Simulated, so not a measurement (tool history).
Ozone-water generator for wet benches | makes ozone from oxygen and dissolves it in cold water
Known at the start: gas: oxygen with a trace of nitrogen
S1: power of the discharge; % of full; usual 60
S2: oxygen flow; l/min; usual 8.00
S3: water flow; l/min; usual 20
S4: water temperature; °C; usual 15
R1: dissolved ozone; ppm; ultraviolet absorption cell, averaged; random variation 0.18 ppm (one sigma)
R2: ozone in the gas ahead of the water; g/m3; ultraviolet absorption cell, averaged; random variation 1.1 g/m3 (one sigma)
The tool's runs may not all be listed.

{"run": 1, "hour": 0.0, "S1": 60, "S2": 8.0, "S3": 20, "S4": 15, "R1": 25.9, "R2": 198.2}
{"run": 2, "hour": 94.3, "S1": 60, "S2": 8.0, "S3": 20, "S4": 15, "R1": 25.9, "R2": 197.1}
{"run": 3, "hour": 204.0, "S1": 60, "S2": 8.0, "S3": 20, "S4": 15, "R1": 25.8, "R2": 196.0}
{"run": 4, "hour": 307.2, "S1": 60, "S2": 8.0, "S3": 28, "S4": 15, "R1": 18.9, "R2": 195.8}
{"run": 5, "hour": 376.8, "S1": 60, "S2": 4.86, "S3": 20, "S4": 15, "R1": 24.7, "R2": 246.2}
{"run": 6, "hour": 428.0, "S1": 60, "S2": 4.17, "S3": 20, "S4": 15, "R1": 24.2, "R2": 263.6}
{"run": 7, "hour": 507.4, "S1": 60, "S2": 8.0, "S3": 20, "S4": 15, "R1": 25.9, "R2": 197.2}
{"run": 8, "hour": 600.4, "S1": 60, "S2": 8.0, "S3": 20, "S4": 15, "R1": 25.7, "R2": 196.2}
{"run": 9, "hour": 648.4, "S1": 60, "S2": 8.0, "S3": 20, "S4": 15, "R1": 25.9, "R2": 197.4}
{"run": 10, "hour": 755.9, "S1": 60, "S2": 8.0, "S3": 20, "S4": 10, "R1": 28.2, "R2": 195.8}
{"run": 11, "hour": 833.9, "S1": 60, "S2": 8.0, "S3": 20, "S4": 10, "R1": 27.9, "R2": 197.8}
{"run": 12, "hour": 891.7, "S1": 60, "S2": 8.0, "S3": 20, "S4": 10, "R1": 28.1, "R2": 199.7}
{"run": 13, "hour": 984.9, "S1": 60, "S2": 8.0, "S3": 20, "S4": 10, "R1": 28.3, "R2": 198.6}
{"run": 14, "hour": 1079.8, "S1": 60, "S2": 8.0, "S3": 25, "S4": 15, "R1": 21.2, "R2": 198.9}
{"run": 15, "hour": 1140.1, "S1": 60, "S2": 8.0, "S3": 25, "S4": 15, "R1": 21.1, "R2": 199.3}
{"run": 16, "hour": 1216.1, "S1": 60, "S2": 5.65, "S3": 25, "S4": 15, "R1": 20.1, "R2": 233.4}
{"run": 17, "hour": 1328.5, "S1": 77, "S2": 8.0, "S3": 20, "S4": 7, "R1": 34.1, "R2": 232.7}
{"run": 18, "hour": 1390.9, "S1": 77, "S2": 7.28, "S3": 13, "S4": 7, "R1": 48.7, "R2": 240.4}
{"run": 19, "hour": 1489.8, "S1": 77, "S2": 7.28, "S3": 13, "S4": 7, "R1": 49.6, "R2": 242.7}
{"run": 20, "hour": 1587.3, "S1": 60, "S2": 8.0, "S3": 29, "S4": 15, "R1": 18.4, "R2": 201.1}
{"hour": 1672.9, "done": "water thermometer calibrated"}
{"run": 21, "hour": 1690.4, "S1": 86, "S2": 10.35, "S3": 18, "S4": 14, "R1": 35.6, "R2": 221.8}
{"run": 22, "hour": 1779.8, "S1": 51, "S2": 4.87, "S3": 15, "S4": 12, "R1": 30.5, "R2": 225.6}
{"run": 23, "hour": 1878.8, "S1": 51, "S2": 4.87, "S3": 15, "S4": 12, "R1": 30.4, "R2": 227.0}
{"run": 24, "hour": 1927.9, "S1": 51, "S2": 4.87, "S3": 15, "S4": 12, "R1": 30.9, "R2": 227.4}
{"run": 25, "hour": 1978.2, "S1": 51, "S2": 4.87, "S3": 15, "S4": 12, "R1": 30.5, "R2": 227.4}
{"run": 26, "hour": 2024.8, "S1": 51, "S2": 4.87, "S3": 15, "S4": 12, "R1": 30.5, "R2": 226.7}
{"hour": 2052.7, "done": "gauge calibrated"}
{"run": 27, "hour": 2112.5, "S1": 51, "S2": 8.21, "S3": 28, "S4": 10, "R1": 18.6, "R2": 175.5}
{"run": 28, "hour": 2175.6, "S1": 51, "S2": 8.21, "S3": 28, "S4": 10, "R1": 18.2, "R2": 174.6}
{"run": 29, "hour": 2250.1, "S1": 51, "S2": 8.21, "S3": 28, "S4": 10, "R1": 18.2, "R2": 175.1}
{"run": 30, "hour": 2337.7, "S1": 51, "S2": 4.31, "S3": 13, "S4": 14, "R1": 33.0, "R2": 235.8}
{"run": 31, "hour": 2434.7, "S1": 60, "S2": 4.32, "S3": 20, "S4": 15, "R1": 24.5, "R2": 258.9}
{"hour": 2495.9, "done": "contactor cleaned"}
{"run": 32, "hour": 2531.1, "S1": 60, "S2": 4.32, "S3": 20, "S4": 15, "R1": 24.9, "R2": 260.3}

5 ways to go on from here, each from the tool as it stands after run 32. What would each give?
{"run": "A", "hour": 2611.4, "S1": 59, "S2": 9.19, "S3": 20, "S4": 15, "R1": "?", "R2": "?"}
{"run": "B", "hour": 2611.4, "S1": 79, "S2": 12.16, "S3": 26, "S4": 15, "R1": "?", "R2": "?"}
{"run": "C", "hour": 2611.4, "S1": 60, "S2": 5.73, "S3": 13, "S4": 9, "R1": "?", "R2": "?"}
{"run": "D", "hour": 2611.4, "S1": 60, "S2": 11.35, "S3": 20, "S4": 15, "R1": "?", "R2": "?"}
{"run": "E", "hour": 2611.4, "S1": 69, "S2": 4.32, "S3": 23, "S4": 15, "R1": "?", "R2": "?"}

run=A R1=25.5 R2=183.4
run=B R1=23.9 R2=191.2
run=C R1=40.3 R2=229.7
run=D R1=25.7 R2=168.0
run=E R1=22.9 R2=281.6
Without the tool's hidden state the same runs would have given:
run=A R1=25.5 R2=182.1
run=B R1=23.9 R2=189.9
run=C R1=40.3 R2=228.2
run=D R1=25.7 R2=166.8
run=E R1=22.9 R2=279.8
